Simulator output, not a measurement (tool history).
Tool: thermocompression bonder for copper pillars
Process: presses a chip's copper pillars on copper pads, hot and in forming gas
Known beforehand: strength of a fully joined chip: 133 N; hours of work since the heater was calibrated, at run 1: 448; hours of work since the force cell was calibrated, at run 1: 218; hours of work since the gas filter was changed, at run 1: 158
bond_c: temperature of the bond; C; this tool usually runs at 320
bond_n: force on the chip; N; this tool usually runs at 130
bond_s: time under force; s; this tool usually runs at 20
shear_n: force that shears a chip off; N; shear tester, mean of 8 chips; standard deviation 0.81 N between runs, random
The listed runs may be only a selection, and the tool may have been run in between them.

run,hour,bond_c,bond_n,bond_s,hours of work since the heater was calibrated,hours of work since the force cell was calibrated,hours of work since the gas filter was changed,shear_n
1,0.0,320,130,20,448,218,158,64.0
2,8.9,320,130,20,454,224,164,65.3
3,18.2,320,130,20,460,229,170,63.7
4,30.7,346,130,20,467,237,178,78.9
5,40.0,346,130,20,473,243,183,80.1
6,60.4,293,130,20,486,256,196,47.7
7,71.8,293,130,20,493,263,203,48.0
8,91.9,320,130,20,506,276,216,64.6
# hour 99.7: forming gas filter changed
9,109.6,320,130,20,517,287,6,64.3
10,119.4,320,130,20,523,293,12,64.2
11,130.6,297,130,20,530,300,19,51.2
12,142.2,297,130,20,537,307,27,50.9
13,150.6,297,130,20,543,313,32,50.3
14,169.0,297,130,20,554,324,44,52.4
15,181.8,320,148,20,562,332,52,72.0

Run 16, settings as shown, results not yet in. Your forecast:
16,200.5,320,148,20,574,344,64,?

Logged for run 16: shear_n 73.5 N.
Without the tool's hidden state the same run would have given shear_n 73.5 N.
